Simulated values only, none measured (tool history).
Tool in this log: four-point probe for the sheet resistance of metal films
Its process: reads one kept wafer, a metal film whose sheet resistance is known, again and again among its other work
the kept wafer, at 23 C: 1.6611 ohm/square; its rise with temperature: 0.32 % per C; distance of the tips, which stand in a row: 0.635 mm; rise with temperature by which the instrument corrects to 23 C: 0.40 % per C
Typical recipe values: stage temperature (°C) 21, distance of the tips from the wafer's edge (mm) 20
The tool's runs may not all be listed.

run    hour  stage temperature (°C)  distance of the tips from the wafer's edge (mm)  sheet resistance as the instrument gives it (ohm/square)
  1     0.0                      21                                               20                                                  1.664503
  2   105.1                      21                                               20                                                  1.664653
  3   179.4                      21                                               20                                                  1.664982
  4   268.1                      34                                               20                                                  1.648647
      292.3  -- new probe head fitted
  5   377.1                      31                                               20                                                  1.652488
  6   435.6                      30                                               20                                                  1.653504
  7   516.1                      21                                                4                                                  1.685545
  8   573.2                      22                                                4                                                  1.685032
      606.6  -- stage's thermometer calibrated
  9   660.5                      32                                               20                                                  1.651099
 10   714.5                      32                                               20                                                  1.651174
 11   787.6                      21                                                4                                                  1.686094
 12   835.2                      30                                               38                                                  1.652094
 13   938.3                      21                                               23                                                  1.664692
 14  1028.3                      23                                                9                                                  1.665223
 15  1128.7                      23                                                9                                                  1.665265
 16  1222.5                      23                                                5                                                  1.674199
 17  1282.3                      19                                               21                                                  1.666795
 18  1334.2                      25                                                7                                                  1.665585
 19  1410.0                      24                                               66                                                  1.659772
 20  1496.0                      21                                               14                                                  1.665284

Each row is a separate what-if for the run after 20, all from the same tool condition, not one after another. Results?
  A  1572.8                      18                                               35                                                         ?
  B  1572.8                      33                                               14                                                         ?
  C  1572.8                      23                                                3                                                         ?
  D  1572.8                      19                                               35                                                         ?

run  sheet resistance as the instrument gives it (ohm/square)
  A                                                  1.668055
  B                                                  1.649803
  C                                                  1.700551
  D                                                  1.667032
Without the tool's unlogged condition, the same runs would have read:
run  sheet resistance as the instrument gives it (ohm/square)
  A                                                  1.668056
  B                                                  1.649804
  C                                                  1.700552
  D                                                  1.667032
